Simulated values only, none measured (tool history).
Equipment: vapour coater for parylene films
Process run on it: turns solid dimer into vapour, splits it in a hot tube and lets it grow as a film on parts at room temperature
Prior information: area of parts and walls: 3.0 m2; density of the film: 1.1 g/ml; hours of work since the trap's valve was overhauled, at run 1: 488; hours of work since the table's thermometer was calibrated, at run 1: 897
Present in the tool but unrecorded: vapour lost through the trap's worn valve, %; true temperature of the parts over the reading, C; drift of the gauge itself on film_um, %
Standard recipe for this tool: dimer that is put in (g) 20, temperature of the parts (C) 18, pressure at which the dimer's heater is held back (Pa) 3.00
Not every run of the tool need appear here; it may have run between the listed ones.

run,day,dimer that is put in (g),temperature of the parts (C),pressure at which the dimer's heater is held back (Pa),hours of work since the trap's valve was overhauled,hours of work since the table's thermometer was calibrated,thickness of the film (um)
1,0.000,20,18,3.00,488,897,4.21
2,2.079,20,18,3.00,509,918,4.22
3,4.362,20,28,3.00,532,941,3.46
4,5.946,20,28,3.00,548,957,3.45
5,7.133,20,28,3.00,560,969,3.47
# day 7.475: trap's valve overhauled
6,9.933,20,16,3.69,25,996,4.08
7,11.675,8,26,9.39,42,1013,1.15
8,14.233,19,12,2.61,68,1039,4.43
9,16.229,20,18,4.71,88,1059,3.75
10,17.767,20,18,4.71,104,1075,3.74

Each row is a separate what-if for the run after 10, all from the same tool condition, not one after another. Results?
# day 18.158: trap's valve overhauled, once more
A,20.108,27,22,4.08,20,1097,?
# day 18.158: trap's valve overhauled, once more
B,20.108,8,18,3.82,20,1097,?
# day 18.158: trap's valve overhauled, once more
C,20.108,20,18,9.94,20,1097,?
# day 18.158: trap's valve overhauled, once more
D,20.108,14,25,3.00,20,1097,?
# day 18.158: trap's valve overhauled, once more
E,20.108,20,15,4.71,20,1097,?

run,thickness of the film (um)
A,5.28
B,1.71
C,3.67
D,2.72
E,4.36
Had the tool no hidden state, the same runs would have come out as:
run,thickness of the film (um)
A,5.18
B,1.68
C,3.60
D,2.67
E,4.28
